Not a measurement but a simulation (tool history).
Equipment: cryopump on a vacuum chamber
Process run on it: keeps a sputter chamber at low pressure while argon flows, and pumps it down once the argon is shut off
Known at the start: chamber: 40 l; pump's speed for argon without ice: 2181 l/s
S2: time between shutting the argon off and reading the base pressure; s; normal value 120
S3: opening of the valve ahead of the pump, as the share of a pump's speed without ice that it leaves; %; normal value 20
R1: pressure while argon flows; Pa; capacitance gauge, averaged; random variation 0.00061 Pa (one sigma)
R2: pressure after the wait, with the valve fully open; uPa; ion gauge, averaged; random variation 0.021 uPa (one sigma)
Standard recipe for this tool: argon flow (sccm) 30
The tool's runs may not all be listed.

{"run": 1, "hour": 0.0, "argon flow (sccm)": 30, "S2": 120, "S3": 20, "R1": 0.1213, "R2": 1.86}
{"run": 2, "hour": 89.2, "argon flow (sccm)": 30, "S2": 120, "S3": 20, "R1": 0.1224, "R2": 1.93}
{"run": 3, "hour": 136.7, "argon flow (sccm)": 30, "S2": 120, "S3": 17, "R1": 0.1441, "R2": 1.89}
{"run": 4, "hour": 181.3, "argon flow (sccm)": 30, "S2": 120, "S3": 17, "R1": 0.1416, "R2": 1.91}
{"run": 5, "hour": 233.3, "argon flow (sccm)": 30, "S2": 120, "S3": 53, "R1": 0.0501, "R2": 2.03}
{"run": 6, "hour": 295.0, "argon flow (sccm)": 30, "S2": 120, "S3": 53, "R1": 0.0507, "R2": 2.03}
{"run": 7, "hour": 356.0, "argon flow (sccm)": 30, "S2": 120, "S3": 26, "R1": 0.0968, "R2": 2.2}
{"hour": 380.2, "done": "pump warmed up, emptied and cooled again"}
{"run": 8, "hour": 455.8, "argon flow (sccm)": 30, "S2": 120, "S3": 26, "R1": 0.0914, "R2": 1.83}
{"run": 9, "hour": 551.8, "argon flow (sccm)": 30, "S2": 120, "S3": 26, "R1": 0.0904, "R2": 1.83}
{"run": 10, "hour": 609.2, "argon flow (sccm)": 30, "S2": 120, "S3": 26, "R1": 0.0915, "R2": 1.9}
{"run": 11, "hour": 677.5, "argon flow (sccm)": 18, "S2": 120, "S3": 26, "R1": 0.0546, "R2": 1.96}
{"run": 12, "hour": 772.0, "argon flow (sccm)": 30, "S2": 120, "S3": 20, "R1": 0.1177, "R2": 2.01}
{"run": 13, "hour": 859.2, "argon flow (sccm)": 30, "S2": 120, "S3": 20, "R1": 0.1192, "R2": 2.08}
{"run": 14, "hour": 949.5, "argon flow (sccm)": 30, "S2": 120, "S3": 20, "R1": 0.1187, "R2": 2.19}
{"run": 15, "hour": 1005.3, "argon flow (sccm)": 13, "S2": 120, "S3": 20, "R1": 0.0518, "R2": 2.12}
{"run": 16, "hour": 1062.4, "argon flow (sccm)": 13, "S2": 120, "S3": 20, "R1": 0.0513, "R2": 2.25}
{"run": 17, "hour": 1138.2, "argon flow (sccm)": 13, "S2": 120, "S3": 20, "R1": 0.0513, "R2": 2.3}
{"run": 18, "hour": 1178.5, "argon flow (sccm)": 30, "S2": 120, "S3": 20, "R1": 0.1209, "R2": 2.38}
{"run": 19, "hour": 1221.2, "argon flow (sccm)": 30, "S2": 120, "S3": 20, "R1": 0.12, "R2": 2.34}
{"run": 20, "hour": 1279.2, "argon flow (sccm)": 30, "S2": 120, "S3": 20, "R1": 0.121, "R2": 2.32}
{"run": 21, "hour": 1326.9, "argon flow (sccm)": 30, "S2": 120, "S3": 34, "R1": 0.0743, "R2": 2.39}
{"run": 22, "hour": 1396.0, "argon flow (sccm)": 30, "S2": 40, "S3": 34, "R1": 0.0739, "R2": 3.15}
{"run": 23, "hour": 1442.2, "argon flow (sccm)": 30, "S2": 40, "S3": 34, "R1": 0.0734, "R2": 3.29}
{"run": 24, "hour": 1486.2, "argon flow (sccm)": 13, "S2": 142, "S3": 46, "R1": 0.0244, "R2": 2.54}
{"run": 25, "hour": 1534.4, "argon flow (sccm)": 23, "S2": 57, "S3": 54, "R1": 0.0378, "R2": 2.95}
{"hour": 1610.1, "done": "leaking fittings of the chamber tightened, without venting"}
{"run": 26, "hour": 1610.1, "argon flow (sccm)": 23, "S2": 57, "S3": 43, "R1": 0.0469, "R2": 0.94}
{"run": 27, "hour": 1650.5, "argon flow (sccm)": 36, "S2": 46, "S3": 48, "R1": 0.0658, "R2": 1.16}
{"run": 28, "hour": 1706.3, "argon flow (sccm)": 36, "S2": 46, "S3": 48, "R1": 0.0665, "R2": 1.18}
{"run": 29, "hour": 1768.2, "argon flow (sccm)": 36, "S2": 46, "S3": 48, "R1": 0.0669, "R2": 1.15}

Estimate the outcome of run 30 from the log above:
{"hour": 1790.9, "done": "pump warmed up, emptied and cooled again"}
{"run": 30, "hour": 1815.2, "argon flow (sccm)": 15, "S2": 249, "S3": 20, "R1": "?", "R2": "?"}

R1: 0.0588 Pa
R2: 0.37 uPa
If the tool had no hidden condition, the same run with the same run-to-run variation would have returned R1 0.0581 Pa, R2 0.27 uPa.
